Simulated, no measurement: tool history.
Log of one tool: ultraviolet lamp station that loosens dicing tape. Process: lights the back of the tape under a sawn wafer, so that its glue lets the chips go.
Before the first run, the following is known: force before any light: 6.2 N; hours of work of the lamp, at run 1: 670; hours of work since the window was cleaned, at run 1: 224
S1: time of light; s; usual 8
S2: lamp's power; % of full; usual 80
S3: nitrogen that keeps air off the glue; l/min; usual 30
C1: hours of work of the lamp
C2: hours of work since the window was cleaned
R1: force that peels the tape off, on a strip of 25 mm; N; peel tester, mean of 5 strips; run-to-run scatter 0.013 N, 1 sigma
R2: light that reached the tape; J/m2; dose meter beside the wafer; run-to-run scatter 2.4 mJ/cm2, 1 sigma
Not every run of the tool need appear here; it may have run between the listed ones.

Run 1, day 0.000: usual settings; C1 670; C2 224. Result: R1 0.871 N, R2 2230 J/m2.
Run 2, day 1.300: usual settings but S2 74 % of full; C1 692; C2 246. Result: R1 0.975 N, R2 2090 J/m2.
Run 3, day 2.671: usual settings but S1 5 s, S2 74 % of full; C1 715; C2 269. Result: R1 1.940 N, R2 1250 J/m2.
Run 4, day 3.883: usual settings but S1 5 s, S2 93 % of full; C1 735; C2 289. Result: R1 1.491 N, R2 1570 J/m2.
Run 5, day 5.850: usual settings but S1 9 s; C1 769; C2 323. Result: R1 0.767 N, R2 2390 J/m2.
Run 6, day 6.846: usual settings but S1 9 s; C1 785; C2 339. Result: R1 0.762 N, R2 2380 J/m2.
Run 7, day 8.104: usual settings but S1 9 s; C1 806; C2 360. Result: R1 0.782 N, R2 2370 J/m2.
Run 8, day 9.025: usual settings but S1 15 s; C1 822; C2 376. Result: R1 0.302 N, R2 3890 J/m2.
Run 9, day 10.150: usual settings but S1 15 s; C1 841; C2 395. Result: R1 0.309 N, R2 3900 J/m2.
Run 10, day 11.796: usual settings but S1 15 s; C1 869; C2 423. Result: R1 0.323 N, R2 3840 J/m2.
Run 11, day 13.229: usual settings but S2 79 % of full; C1 893; C2 447. Result: R1 1.006 N, R2 1980 J/m2.
Run 12, day 14.483: usual settings but S2 79 % of full; C1 914; C2 468. Result: R1 1.015 N, R2 1980 J/m2.
Run 13, day 15.362: usual settings but S1 5 s; C1 929; C2 483. Result: R1 1.892 N, R2 1270 J/m2.
At day 15.546: window cleaned of glue's vapour.
Run 14, day 16.754: usual settings but S1 5 s; C1 952; C2 20. Result: R1 2.049 N, R2 1240 J/m2.
Run 15, day 18.062: usual settings but S1 5 s; C1 974; C2 42. Result: R1 1.923 N, R2 1220 J/m2.
Run 16, day 19.296: usual settings but S1 5 s; C1 995; C2 63. Result: R1 1.975 N, R2 1230 J/m2.
Run 17, day 21.000: usual settings; C1 1023; C2 92. Result: R1 1.093 N, R2 1900 J/m2.
Run 18, day 23.058: usual settings; C1 1058; C2 126. Result: R1 1.126 N, R2 1920 J/m2.
Run 19, day 24.288: usual settings but S2 77 % of full; C1 1079; C2 147. Result: R1 1.183 N, R2 1820 J/m2.
Run 20, day 25.204: usual settings but S2 77 % of full; C1 1094; C2 163. Result: R1 1.226 N, R2 1840 J/m2.
At day 26.200: window cleaned of glue's vapour, once more.
Run 21, day 26.492: usual settings; C1 1115; C2 5. Result: R1 1.026 N, R2 1990 J/m2.
Run 22, day 27.367: usual settings; C1 1130; C2 20. Result: R1 1.058 N, R2 1930 J/m2.
Run 23, day 28.675: usual settings but S2 89 % of full; C1 1152; C2 42. Result: R1 0.929 N, R2 2170 J/m2.
Run 24, day 29.788: usual settings but S2 89 % of full; C1 1171; C2 60. Result: R1 0.899 N, R2 2160 J/m2.
Run 25, day 31.400: usual settings but S2 62 % of full; C1 1198; C2 88. Result: R1 1.525 N, R2 1470 J/m2.
Run 26, day 32.867: usual settings but S1 5 s, S2 69 % of full; C1 1223; C2 112. Result: R1 2.316 N, R2 1040 J/m2.
Run 27, day 34.175: usual settings but S1 10 s; C1 1245; C2 134. Result: R1 0.801 N, R2 2350 J/m2.
Run 28, day 35.729: usual settings but S1 12 s, S2 88 % of full; C1 1271; C2 160. Result: R1 0.486 N, R2 3050 J/m2.
Run 29, day 37.433: usual settings but S1 12 s, S2 88 % of full; C1 1300; C2 189. Result: R1 0.498 N, R2 3060 J/m2.
Run 30, day 39.083: usual settings but S1 12 s, S2 88 % of full; C1 1327; C2 217. Result: R1 0.511 N, R2 3030 J/m2.
Run 31, day 40.433: usual settings but S1 7 s, S2 62 % of full, S3 15 l/min; C1 1350; C2 240. Result: R1 2.573 N, R2 1220 J/m2.
Run 32, day 41.633: usual settings but S1 7 s, S2 62 % of full, S3 15 l/min; C1 1370; C2 260. Result: R1 2.664 N, R2 1210 J/m2.
Run 33, day 43.317: usual settings but S1 12 s, S3 25 l/min; C1 1399; C2 288. Result: R1 0.732 N, R2 2610 J/m2.
Run 34, day 45.088: usual settings but S1 12 s, S3 25 l/min; C1 1428; C2 318. Result: R1 0.768 N, R2 2620 J/m2.
Run 35, day 47.075: usual settings but S1 12 s, S2 84 % of full, S3 25 l/min; C1 1462; C2 351. Result: R1 0.668 N, R2 2650 J/m2.
Run 36, day 48.488: usual settings but S3 11 l/min; C1 1486; C2 375. Result: R1 2.176 N, R2 1670 J/m2.
Run 37, day 49.712: usual settings but S3 11 l/min; C1 1506; C2 396. Result: R1 2.206 N, R2 1690 J/m2.
Run 38, day 51.425: usual settings but S1 7 s, S2 98 % of full, S3 11 l/min; C1 1535; C2 425. Result: R1 2.062 N, R2 1810 J/m2.
Run 39, day 53.162: usual settings but S1 7 s, S2 98 % of full, S3 11 l/min; C1 1564; C2 454. Result: R1 2.077 N, R2 1750 J/m2.
Run 40, day 54.033: usual settings but S1 7 s, S2 98 % of full, S3 11 l/min; C1 1579; C2 469. Result: R1 2.138 N, R2 1740 J/m2.
At day 55.467: lamp changed.
Run 41, day 56.062: usual settings but S1 4 s, S2 98 % of full, S3 11 l/min; C1 10; C2 502. Result: R1 2.355 N, R2 1570 J/m2.
Run 42, day 57.354: usual settings but S1 4 s, S2 61 % of full, S3 20 l/min; C1 32; C2 524. Result: R1 2.886 N, R2 960 J/m2.

Each row is a separate what-if for the run after 42, all from the same tool condition, not one after another. Results?
Run A, day 58.688: usual settings but S1 4 s, S2 62 % of full, S3 26 l/min; C1 54; C2 546. Result: R1 ?, R2 ?.
Run B, day 58.688: usual settings but S1 6 s, S2 89 % of full, S3 18 l/min; C1 54; C2 546. Result: R1 ?, R2 ?.
Run C, day 58.688: usual settings but S2 94 % of full, S3 14 l/min; C1 54; C2 546. Result: R1 ?, R2 ?.

run     R1    R2
  A  2.672   960
  B  1.308  2080
  C  0.922  2930
Without the tool's unlogged condition, the same runs would have read:
run     R1    R2
  A  2.498  1040
  B  1.166  2250
  C  0.807  3170
